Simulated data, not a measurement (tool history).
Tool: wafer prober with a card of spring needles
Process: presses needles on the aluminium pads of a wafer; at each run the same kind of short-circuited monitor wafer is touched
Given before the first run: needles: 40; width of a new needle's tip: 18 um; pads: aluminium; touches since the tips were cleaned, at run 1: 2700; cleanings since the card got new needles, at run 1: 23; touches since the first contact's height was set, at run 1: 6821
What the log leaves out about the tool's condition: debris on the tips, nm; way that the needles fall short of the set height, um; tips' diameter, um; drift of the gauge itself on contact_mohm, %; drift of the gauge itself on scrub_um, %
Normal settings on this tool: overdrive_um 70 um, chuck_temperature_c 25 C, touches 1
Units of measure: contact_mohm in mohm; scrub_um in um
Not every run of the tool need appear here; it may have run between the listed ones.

run   hour  overdrive_um  chuck_temperature_c  touches  touches since the tips were cleaned  cleanings since the card got new needles  touches since the first contact's height was set  contact_mohm  scrub_um
  1    0.0            70                   25        1                                 2700                                        23                                              6821           229     14.60
  2    6.7            70                   25        1                                 5687                                        23                                              9808           229     14.65
      12.8  -- tips cleaned on abrasive film
  3   14.2            70                   25        1                                  605                                        24                                             13114           226     14.60
  4   21.6            81                   25        1                                 3948                                        24                                             16457           223     16.90
  5   28.1            81                   25        1                                 6835                                        24                                             19344           229     16.91
      31.7  -- tips cleaned on abrasive film
  6   41.2            81                   25        1                                 4251                                        25                                             25195           226     16.88
      51.0  -- tips cleaned on abrasive film
  7   55.2            81                   25        1                                 1879                                        26                                             31392           230     16.98
  8   67.3            81                   25        1                                 7295                                        26                                             36808           227     16.92
      69.6  -- tips cleaned on abrasive film
  9   73.2            70                   25        1                                 1595                                        27                                             39394           228     14.58
 10   82.3            70                   25        1                                 5700                                        27                                             43499           233     14.66
      88.4  -- tips cleaned on abrasive film
 11   94.7            70                   25        1                                 2809                                        28                                             49001           227     14.56
 12  106.8            70                   25        1                                 8201                                        28                                             54393           227     14.59
     107.7  -- tips cleaned on abrasive film
 13  120.3            70                   25        1                                 5635                                        29                                             60424           231     14.66
     127.1  -- tips cleaned on abrasive film
 14  129.4            60                   25        1                                 1012                                        30                                             64427           232     12.54
 15  136.2            70                   25        2                                 4077                                        30                                             67492           232     14.56
     146.7  -- tips cleaned on abrasive film
 16  148.7            70                   25        2                                  906                                        31                                             73040           228     14.57
 17  158.5            70                   48        1                                 5282                                        31                                             77416           234     14.57
     165.3  -- tips cleaned on abrasive film
 18  166.9            75                   31        1                                  703                                        32                                             81145           226     15.62
 19  174.5            71                   59        1                                 4108                                        32                                             84550           233     14.80
     184.9  -- tips cleaned on abrasive film
 20  186.4            70                  121        2                                  645                                        33                                             89813           255     14.62
 21  192.1            53                  121        2                                 3230                                        33                                             92398           261     11.04
 22  199.7            53                  121        2                                 6630                                        33                                             95798           256     11.11
     203.8  -- tips cleaned on abrasive film
 23  213.6            56                   31        2                                 4390                                        34                                            101968           235     11.70
     223.1  -- tips cleaned on abrasive film
 24  223.4            55                   84        2                                  134                                        35                                            106299           249     11.48
 25  230.4            70                   25        1                                 3253                                        35                                            109418           228     14.62
     241.9  -- tips cleaned on abrasive film
 26  243.6            82                   33        1                                  765                                        36                                            115284           228     17.13
 27  249.9            81                   33        2                                 3593                                        36                                            118112           227     16.90
     260.6  -- tips cleaned on abrasive film
 28  262.4            55                   90        2                                  798                                        37                                            123683           248     11.54
 29  272.7            55                   79        2                                 5384                                        37                                            128269           245     11.51
     279.5  -- tips cleaned on abrasive film
 30  283.8            55                   79        2                                 1951                                        38                                            133221           244     11.44
 31  296.0            55                   97        2                                 7384                                        38                                            138654           252     11.45
     298.2  -- tips cleaned on abrasive film
 32  306.5            55                   97        2                                 3687                                        39                                            143307           249     11.47
     316.8  -- tips cleaned on abrasive film
 33  319.9            55                   97        2                                 1412                                        40                                            149293           253     11.43

Predict each of these 4 candidate next runs independently; none follows another, all start after run 33:
  A  329.9            51                   62        2                                 5871                                        40                                            153752             ?         ?
  B  329.9            55                   48        1                                 5871                                        40                                            153752             ?         ?
  C  329.9            63                   72        1                                 5871                                        40                                            153752             ?         ?
  D  329.9            76                   25        1                                 5871                                        40                                            153752             ?         ?

run  contact_mohm  scrub_um
  A           241     10.62
  B           239     11.50
  C           240     13.16
  D           228     15.84
Take away the tool's hidden state, keep each run's random variation, and the runs would have read:
run  contact_mohm  scrub_um
  A           240     10.62
  B           239     11.50
  C           240     13.17
  D           228     15.85
